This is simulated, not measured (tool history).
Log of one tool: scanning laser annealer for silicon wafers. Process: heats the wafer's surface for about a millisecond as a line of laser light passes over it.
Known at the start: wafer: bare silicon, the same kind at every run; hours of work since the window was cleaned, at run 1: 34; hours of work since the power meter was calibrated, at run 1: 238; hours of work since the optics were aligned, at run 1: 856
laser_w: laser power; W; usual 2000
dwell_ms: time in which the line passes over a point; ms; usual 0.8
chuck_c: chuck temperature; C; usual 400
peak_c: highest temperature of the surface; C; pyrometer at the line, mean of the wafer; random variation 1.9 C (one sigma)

| run | hour | laser_w | dwell_ms | chuck_c | hours of work since the window was cleaned | hours of work since the power meter was calibrated | hours of work since the optics were aligned | peak_c |
|---|---|---|---|---|---|---|---|---|
| 1 | 0 | 2000 | 0.8 | 400 | 34 | 238 | 856 | 1094 |
| 2 | 24.9 | 2000 | 0.8 | 400 | 52 | 255 | 873 | 1089 |
| 3 | 43.1 | 2000 | 0.8 | 400 | 64 | 268 | 886 | 1090 |
| 4 | 64.2 | 2000 | 0.8 | 385 | 79 | 283 | 901 | 1071 |
| 5 | 87 | 2000 | 0.8 | 371 | 95 | 298 | 916 | 1056 |
| 6 | 99.9 | 2000 | 0.8 | 371 | 104 | 307 | 925 | 1054 |
| 7 | 112.5 | 2000 | 0.8 | 371 | 113 | 316 | 934 | 1057 |
| 8 | 128.8 | 2000 | 0.8 | 400 | 124 | 327 | 945 | 1082 |
| 9 | 144.5 | 2000 | 0.8 | 400 | 135 | 338 | 956 | 1079 |
| 10 | 168.5 | 2000 | 0.8 | 400 | 151 | 355 | 973 | 1078 |
| 11 | 194.4 | 2000 | 0.8 | 400 | 169 | 373 | 991 | 1077 |
|  | 198.9 | laser's power meter calibrated |
| 12 | 222.5 | 2000 | 0.8 | 400 | 187 | 16 | 1009 | 1076 |
| 13 | 245.7 | 2000 | 0.8 | 400 | 203 | 33 | 1025 | 1076 |
| 14 | 271.5 | 2033 | 0.8 | 400 | 221 | 50 | 1043 | 1085 |
| 15 | 284.8 | 2041 | 0.8 | 400 | 230 | 60 | 1052 | 1087 |
|  | 289.5 | laser's power meter calibrated, once more |
| 16 | 304.1 | 2041 | 0.8 | 400 | 242 | 10 | 1063 | 1082 |
| 17 | 321.6 | 2000 | 0.8 | 417 | 254 | 22 | 1075 | 1080 |
| 18 | 332.4 | 2000 | 0.8 | 417 | 261 | 30 | 1083 | 1078 |
| 19 | 345.4 | 2000 | 0.8 | 417 | 270 | 39 | 1092 | 1080 |
| 20 | 361.1 | 1740 | 0.8 | 400 | 281 | 50 | 1103 | 958 |
| 21 | 374 | 1898 | 0.913 | 432 | 290 | 59 | 1112 | 1095 |
| 22 | 389.9 | 1898 | 0.913 | 432 | 301 | 70 | 1123 | 1093 |
| 23 | 402 | 1898 | 0.913 | 432 | 310 | 78 | 1131 | 1091 |
| 24 | 425.6 | 2073 | 0.599 | 425 | 326 | 95 | 1148 | 1018 |
| 25 | 449 | 1738 | 0.633 | 400 | 342 | 111 | 1164 | 891 |
| 26 | 474.9 | 1738 | 0.633 | 400 | 360 | 129 | 1182 | 893 |
| 27 | 492.2 | 1738 | 0.633 | 400 | 372 | 141 | 1194 | 889 |
|  | 495.8 | window over the wafer cleaned |
| 28 | 513.1 | 2112 | 0.599 | 395 | 12 | 154 | 1207 | 1026 |
| 29 | 537.9 | 2000 | 0.839 | 369 | 29 | 171 | 1224 | 1069 |
| 30 | 556.7 | 2000 | 0.828 | 431 | 42 | 184 | 1237 | 1129 |
| 31 | 580.8 | 2162 | 0.8 | 400 | 59 | 201 | 1254 | 1146 |
|  | 599 | optics aligned, line set to its width |
| 32 | 610.5 | 2162 | 0.8 | 400 | 76 | 218 | 8 | 1161 |
| 33 | 626.3 | 2162 | 0.8 | 400 | 87 | 229 | 19 | 1160 |
| 34 | 647.4 | 2070 | 0.93 | 378 | 102 | 244 | 34 | 1152 |
| 35 | 662.7 | 1981 | 0.62 | 364 | 113 | 255 | 44 | 963 |
| 36 | 686.6 | 1981 | 0.62 | 364 | 129 | 271 | 61 | 963 |
| 37 | 708.4 | 1981 | 0.62 | 401 | 144 | 286 | 76 | 1000 |
| 38 | 722.3 | 1886 | 0.8 | 365 | 154 | 296 | 86 | 1003 |
| 39 | 742.6 | 2045 | 0.895 | 383 | 168 | 310 | 100 | 1127 |
| 40 | 753.8 | 2045 | 0.895 | 383 | 176 | 318 | 108 | 1123 |

Some steps in peak_c between neighbouring runs. How much of each would the tool show without its hidden state too (settings, what came in, random variation), and how much is left for the hidden state, with any gauge scatter that isn't in both results?
The hidden state here: light that passes the window, % of a clean one's; laser's true power over the reading, %; width of the line over the set one, %; drift of the gauge itself on peak_c, C.
Run 20 -> 21: laser_w 1740 -> 1898, dwell_ms 0.8 -> 0.913, chuck_c 400 -> 432. peak_c +137 C: hidden state -8, all else +145.
Run 27 -> 28: laser_w 1738 -> 2112, dwell_ms 0.633 -> 0.599, chuck_c 400 -> 395, window over the wafer cleaned. peak_c +137 C: hidden state +20, all else +117.
Run 31 -> 32: optics aligned, line set to its width. peak_c +15 C: hidden state +14, all else +1.
Run 34 -> 35: laser_w 2070 -> 1981, dwell_ms 0.93 -> 0.62, chuck_c 378 -> 364. peak_c -189 C: hidden state +2, all else -191.
